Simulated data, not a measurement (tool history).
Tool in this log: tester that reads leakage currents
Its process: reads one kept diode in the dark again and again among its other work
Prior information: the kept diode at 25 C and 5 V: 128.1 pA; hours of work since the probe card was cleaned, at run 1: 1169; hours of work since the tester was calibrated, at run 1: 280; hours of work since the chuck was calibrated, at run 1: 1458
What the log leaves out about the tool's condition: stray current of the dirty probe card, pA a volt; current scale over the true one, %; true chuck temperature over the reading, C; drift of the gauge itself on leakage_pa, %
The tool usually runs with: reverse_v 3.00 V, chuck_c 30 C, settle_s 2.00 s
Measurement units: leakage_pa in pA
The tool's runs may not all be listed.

| run | hour | reverse_v | chuck_c | settle_s | hours of work since the probe card was cleaned | hours of work since the tester was calibrated | hours of work since the chuck was calibrated | leakage_pa |
|---|---|---|---|---|---|---|---|---|
| 1 | 0.0 | 3.00 | 30 | 2.00 | 1169 | 280 | 1458 | 170.79 |
| 2 | 16.1 | 3.00 | 30 | 2.00 | 1179 | 290 | 1468 | 170.64 |
| 3 | 32.5 | 3.00 | 30 | 2.00 | 1189 | 300 | 1478 | 171.21 |
| 4 | 62.6 | 3.00 | 30 | 2.00 | 1207 | 319 | 1497 | 171.59 |
| 5 | 88.8 | 4.83 | 30 | 2.00 | 1223 | 335 | 1513 | 202.19 |
| 6 | 113.8 | 4.83 | 30 | 2.00 | 1239 | 350 | 1528 | 201.52 |
| 7 | 128.8 | 4.83 | 30 | 2.00 | 1248 | 360 | 1537 | 202.64 |
| 8 | 149.2 | 4.83 | 30 | 2.00 | 1260 | 372 | 1550 | 203.31 |
| 9 | 168.7 | 4.83 | 30 | 2.00 | 1272 | 384 | 1562 | 203.46 |
| 10 | 186.9 | 4.83 | 30 | 2.00 | 1283 | 395 | 1573 | 202.93 |
| 11 | 205.1 | 4.83 | 30 | 2.00 | 1295 | 407 | 1584 | 202.58 |
| 12 | 223.5 | 3.00 | 37 | 0.88 | 1306 | 418 | 1595 | 291.20 |
| 13 | 243.2 | 1.89 | 40 | 0.53 | 1318 | 430 | 1608 | 308.49 |
| 14 | 277.4 | 1.89 | 24 | 0.53 | 1339 | 451 | 1629 | 92.26 |
| 15 | 296.5 | 1.39 | 22 | 0.78 | 1351 | 463 | 1640 | 71.18 |
| 16 | 320.3 | 3.00 | 54 | 0.35 | 1365 | 477 | 1655 | 955.00 |
| 17 | 349.6 | 3.00 | 54 | 9.56 | 1383 | 495 | 1673 | 949.70 |
| 18 | 379.5 | 2.87 | 24 | 1.56 | 1402 | 514 | 1691 | 107.20 |
| 19 | 407.1 | 2.87 | 24 | 1.56 | 1419 | 531 | 1708 | 106.19 |
| 20 | 430.0 | 1.68 | 30 | 5.69 | 1433 | 545 | 1722 | 140.81 |
| 21 | 462.2 | 3.20 | 20 | 0.82 | 1453 | 565 | 1742 | 81.34 |
| 22 | 487.3 | 12.18 | 33 | 0.72 | 1468 | 580 | 1758 | 359.79 |

What if the next run were any one of these 3? Each begins from the tool's condition after run 22:
| A | 517.4 | 3.10 | 27 | 0.72 | 1487 | 598 | 1776 | ? |
| B | 517.4 | 2.75 | 33 | 2.99 | 1487 | 598 | 1776 | ? |
| C | 517.4 | 1.18 | 36 | 5.01 | 1487 | 598 | 1776 | ? |

| run | leakage_pa |
|---|---|
| A | 140.09 |
| B | 210.75 |
| C | 196.31 |
Without the tool's unlogged condition, the same runs would have read:
| run | leakage_pa |
|---|---|
| A | 129.12 |
| B | 195.70 |
| C | 183.27 |
